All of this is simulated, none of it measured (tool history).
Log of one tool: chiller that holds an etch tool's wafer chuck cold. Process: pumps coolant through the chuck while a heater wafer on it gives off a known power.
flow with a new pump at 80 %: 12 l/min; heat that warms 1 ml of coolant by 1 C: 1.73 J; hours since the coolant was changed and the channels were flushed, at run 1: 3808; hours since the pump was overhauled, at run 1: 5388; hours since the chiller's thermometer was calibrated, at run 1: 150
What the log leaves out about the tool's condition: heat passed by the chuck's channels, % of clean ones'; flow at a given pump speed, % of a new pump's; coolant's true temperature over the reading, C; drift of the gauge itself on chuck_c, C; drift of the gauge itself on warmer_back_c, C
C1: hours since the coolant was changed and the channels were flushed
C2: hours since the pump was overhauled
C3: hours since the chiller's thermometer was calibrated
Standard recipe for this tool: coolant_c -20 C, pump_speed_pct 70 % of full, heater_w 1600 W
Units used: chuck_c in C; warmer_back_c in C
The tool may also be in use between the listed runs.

Run 1, hour 0: usual settings; C1 3808; C2 5388; C3 150. Result: chuck_c -4 C, warmer_back_c 6.02 C.
Run 2, hour 155: usual settings; C1 3963; C2 5543; C3 305. Result: chuck_c -3.9 C, warmer_back_c 6.05 C.
Run 3, hour 248.8: usual settings; C1 4057; C2 5637; C3 399. Result: chuck_c -3.7 C, warmer_back_c 6.06 C.
Run 4, hour 418.8: usual settings; C1 4227; C2 5807; C3 569. Result: chuck_c -3.9 C, warmer_back_c 6.07 C.
Run 5, hour 613.3: usual settings but heater_w 1642 W; C1 4421; C2 6002; C3 764. Result: chuck_c -3.2 C, warmer_back_c 6.22 C.
Run 6, hour 713.8: usual settings but heater_w 1642 W; C1 4522; C2 6102; C3 864. Result: chuck_c -3.1 C, warmer_back_c 6.23 C.
Run 7, hour 815.4: usual settings but coolant_c -27 C, pump_speed_pct 62 % of full, heater_w 1640 W; C1 4623; C2 6204; C3 966. Result: chuck_c -8.1 C, warmer_back_c 7.2 C.
Run 8, hour 1003.7: usual settings but coolant_c -27 C, pump_speed_pct 62 % of full, heater_w 1640 W; C1 4812; C2 6392; C3 1154. Result: chuck_c -7.9 C, warmer_back_c 7.23 C.
Run 9, hour 1112.9: usual settings but coolant_c -27 C, pump_speed_pct 62 % of full, heater_w 1640 W; C1 4921; C2 6501; C3 1263. Result: chuck_c -7.7 C, warmer_back_c 7.24 C.
Run 10, hour 1216.6: usual settings but coolant_c -28 C, pump_speed_pct 86 % of full, heater_w 1564 W; C1 5025; C2 6605; C3 1367. Result: chuck_c -14.7 C, warmer_back_c 4.75 C.
Run 11, hour 1343.7: usual settings but coolant_c -28 C, pump_speed_pct 86 % of full, heater_w 1564 W; C1 5152; C2 6732; C3 1494. Result: chuck_c -14.6 C, warmer_back_c 4.78 C.
Run 12, hour 1444.5: usual settings but coolant_c -16 C, pump_speed_pct 69 % of full, heater_w 1564 W; C1 5252; C2 6833; C3 1595. Result: chuck_c 0.7 C, warmer_back_c 6.16 C.

Here are 5 independent what-if runs from the current tool condition. What would each one return?
Run A, hour 1639.4: usual settings but coolant_c -21 C, pump_speed_pct 95 % of full, heater_w 1204 W; C1 5447; C2 7028; C3 1790. Result: chuck_c ?, warmer_back_c ?.
Run B, hour 1639.4: usual settings but coolant_c -14 C, pump_speed_pct 69 % of full, heater_w 1564 W; C1 5447; C2 7028; C3 1790. Result: chuck_c ?, warmer_back_c ?.
Run C, hour 1639.4: usual settings but pump_speed_pct 84 % of full; C1 5447; C2 7028; C3 1790. Result: chuck_c ?, warmer_back_c ?.
Run D, hour 1639.4: usual settings but coolant_c -16 C, pump_speed_pct 69 % of full, heater_w 1617 W; C1 5447; C2 7028; C3 1790. Result: chuck_c ?, warmer_back_c ?.
Run E, hour 1639.4: usual settings but coolant_c -26 C, pump_speed_pct 61 % of full, heater_w 1252 W; C1 5447; C2 7028; C3 1790. Result: chuck_c ?, warmer_back_c ?.

run  chuck_c  warmer_back_c
  A    -11.5           3.28
  B      2.8           6.19
  C     -5.9           5.05
  D      1.2           6.36
  E      -11           5.64
Take away the tool's hidden state, keep each run's random variation, and the runs would have read:
run  chuck_c  warmer_back_c
  A    -13.5           2.83
  B     -0.9           5.35
  C       -9           4.36
  D     -2.6            5.5
  E    -14.3           4.87

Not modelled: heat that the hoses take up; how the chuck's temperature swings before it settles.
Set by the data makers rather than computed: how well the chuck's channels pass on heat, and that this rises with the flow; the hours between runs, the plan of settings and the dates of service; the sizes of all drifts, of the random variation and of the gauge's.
